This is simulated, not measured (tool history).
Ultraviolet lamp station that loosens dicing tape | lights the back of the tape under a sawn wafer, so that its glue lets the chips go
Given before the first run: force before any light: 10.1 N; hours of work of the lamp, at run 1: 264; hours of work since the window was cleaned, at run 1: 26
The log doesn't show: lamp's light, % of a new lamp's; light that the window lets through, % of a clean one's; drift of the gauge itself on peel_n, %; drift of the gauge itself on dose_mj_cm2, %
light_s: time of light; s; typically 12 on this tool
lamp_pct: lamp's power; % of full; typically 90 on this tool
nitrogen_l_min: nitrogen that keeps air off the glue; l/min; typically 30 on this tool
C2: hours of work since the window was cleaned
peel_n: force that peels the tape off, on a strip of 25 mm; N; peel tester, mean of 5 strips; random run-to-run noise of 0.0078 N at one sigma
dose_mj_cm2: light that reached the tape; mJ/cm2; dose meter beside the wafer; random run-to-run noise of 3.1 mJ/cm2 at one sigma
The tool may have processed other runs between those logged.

run 1 hour=0 | light_s=12 lamp_pct=90 nitrogen_l_min=30 | hours_of_work_of_the_lamp=264 C2=26 | peel_n=0.419 dose_mj_cm2=394
run 2 hour=40.2 | light_s=12 lamp_pct=90 nitrogen_l_min=30 | hours_of_work_of_the_lamp=295 C2=58 | peel_n=0.432 dose_mj_cm2=377
run 3 hour=59.2 | light_s=12 lamp_pct=90 nitrogen_l_min=30 | hours_of_work_of_the_lamp=310 C2=73 | peel_n=0.472 dose_mj_cm2=364
run 4 hour=85.5 | light_s=11 lamp_pct=90 nitrogen_l_min=30 | hours_of_work_of_the_lamp=331 C2=94 | peel_n=0.572 dose_mj_cm2=332
run 5 hour=127.4 | light_s=11 lamp_pct=90 nitrogen_l_min=30 | hours_of_work_of_the_lamp=364 C2=127 | peel_n=0.63 dose_mj_cm2=316
run 6 hour=165.7 | light_s=11 lamp_pct=85 nitrogen_l_min=30 | hours_of_work_of_the_lamp=394 C2=157 | peel_n=0.793 dose_mj_cm2=289
run 7 hour=200.3 | light_s=7 lamp_pct=94 nitrogen_l_min=30 | hours_of_work_of_the_lamp=421 C2=184 | peel_n=1.678 dose_mj_cm2=197
run 8 hour=225.4 | light_s=10 lamp_pct=82 nitrogen_l_min=30 | hours_of_work_of_the_lamp=441 C2=204 | peel_n=1.108 dose_mj_cm2=239
run 9 hour=242.7 | light_s=12 lamp_pct=66 nitrogen_l_min=22 | hours_of_work_of_the_lamp=455 C2=217 | peel_n=1.535 dose_mj_cm2=226
run 10 hour=260.3 | light_s=12 lamp_pct=90 nitrogen_l_min=9 | hours_of_work_of_the_lamp=468 C2=231 | peel_n=1.724 dose_mj_cm2=303

Same runs, no hidden state in the tool, same run-to-run variation:
run=1 peel_n=0.301 dose_mj_cm2=477
run=2 peel_n=0.285 dose_mj_cm2=473
run=3 peel_n=0.303 dose_mj_cm2=465
run=4 peel_n=0.332 dose_mj_cm2=434
run=5 peel_n=0.34 dose_mj_cm2=429
run=6 peel_n=0.385 dose_mj_cm2=408
run=7 peel_n=0.807 dose_mj_cm2=288
run=8 peel_n=0.484 dose_mj_cm2=358
run=9 peel_n=0.67 dose_mj_cm2=345
run=10 peel_n=0.734 dose_mj_cm2=469
